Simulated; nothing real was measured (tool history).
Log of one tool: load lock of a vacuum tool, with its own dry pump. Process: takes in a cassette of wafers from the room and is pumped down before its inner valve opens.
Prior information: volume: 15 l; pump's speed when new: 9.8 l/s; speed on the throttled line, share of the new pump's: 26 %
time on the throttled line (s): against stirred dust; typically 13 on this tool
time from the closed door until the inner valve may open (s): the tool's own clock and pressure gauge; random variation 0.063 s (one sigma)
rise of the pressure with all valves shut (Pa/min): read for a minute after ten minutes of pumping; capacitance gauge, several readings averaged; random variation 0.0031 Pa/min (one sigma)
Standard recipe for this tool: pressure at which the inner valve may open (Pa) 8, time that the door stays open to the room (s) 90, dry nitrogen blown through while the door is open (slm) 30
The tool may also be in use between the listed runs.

| run | hour | time on the throttled line (s) | pressure at which the inner valve may open (Pa) | time that the door stays open to the room (s) | dry nitrogen blown through while the door is open (slm) | incoming humidity of the room's air, % | time from the closed door until the inner valve may open (s) | rise of the pressure with all valves shut (Pa/min) |
|---|---|---|---|---|---|---|---|---|
| 1 | 0 | 13 | 8 | 90 | 30 | 46.9 | 25.41 | 0.109 |
| 2 | 101.5 | 13 | 8 | 90 | 30 | 45.6 | 25.36 | 0.1 |
| 3 | 179.4 | 13 | 8 | 90 | 30 | 48.7 | 25.38 | 0.106 |
| 4 | 261.2 | 13 | 8 | 90 | 30 | 46.7 | 25.38 | 0.112 |
| 5 | 318 | 13 | 8 | 90 | 5 | 44.5 | 25.49 | 0.162 |
| 6 | 429.6 | 13 | 8 | 29 | 30 | 44.5 | 25.49 | 0.074 |
| 7 | 503.8 | 13 | 8 | 29 | 30 | 43.9 | 25.39 | 0.079 |
| 8 | 596.5 | 13 | 8 | 29 | 30 | 44.9 | 25.44 | 0.076 |
| 9 | 656.4 | 13 | 11 | 90 | 30 | 44.3 | 24.81 | 0.103 |
| 10 | 755.3 | 13 | 11 | 90 | 30 | 42.9 | 24.76 | 0.109 |
| 11 | 877.3 | 13 | 11 | 90 | 30 | 44.9 | 24.92 | 0.111 |
| 12 | 934.3 | 13 | 11 | 90 | 30 | 46.1 | 24.97 | 0.113 |
| 13 | 993.9 | 13 | 11 | 90 | 30 | 43.5 | 24.87 | 0.116 |
| 14 | 1097.1 | 13 | 8 | 90 | 30 | 45 | 25.46 | 0.122 |
| 15 | 1172.6 | 13 | 8 | 90 | 30 | 42.6 | 25.41 | 0.113 |
| 16 | 1234.1 | 13 | 8 | 173 | 30 | 47.6 | 25.42 | 0.154 |
| 17 | 1315.2 | 13 | 8 | 173 | 30 | 45.8 | 25.56 | 0.149 |
| 18 | 1398.2 | 13 | 8 | 173 | 30 | 50.1 | 25.5 | 0.157 |
| 19 | 1456.4 | 13 | 8 | 173 | 30 | 44.7 | 25.63 | 0.154 |
| 20 | 1568.3 | 23 | 11 | 36 | 27 | 44.2 | 32.04 | 0.094 |
| 21 | 1666.2 | 15 | 11 | 36 | 14 | 45 | 26.41 | 0.113 |
| 22 | 1745.1 | 15 | 11 | 36 | 14 | 44.3 | 26.29 | 0.11 |
| 23 | 1827.5 | 8 | 9 | 27 | 30 | 45.8 | 21.68 | 0.098 |
| 24 | 1895.1 | 8 | 9 | 27 | 30 | 47.4 | 21.67 | 0.095 |
| 25 | 1997.9 | 8 | 9 | 44 | 8 | 42.9 | 21.75 | 0.124 |
| 26 | 2066.4 | 13 | 14 | 90 | 13 | 46 | 24.49 | 0.161 |
| 27 | 2125.5 | 13 | 14 | 90 | 13 | 41.9 | 24.42 | 0.157 |

Run 28 has not been measured yet. What should we expect?
| 28 | 2204.6 | 13 | 13 | 90 | 30 | 48.4 | ? | ? |

Run 28 came out at time from the closed door until the inner valve may open (s) 24.66, rise of the pressure with all valves shut (Pa/min) 0.128.
Had the tool carried no hidden state, the very same run would have given time from the closed door until the inner valve may open (s) 23.41, rise of the pressure with all valves shut (Pa/min) 0.061.

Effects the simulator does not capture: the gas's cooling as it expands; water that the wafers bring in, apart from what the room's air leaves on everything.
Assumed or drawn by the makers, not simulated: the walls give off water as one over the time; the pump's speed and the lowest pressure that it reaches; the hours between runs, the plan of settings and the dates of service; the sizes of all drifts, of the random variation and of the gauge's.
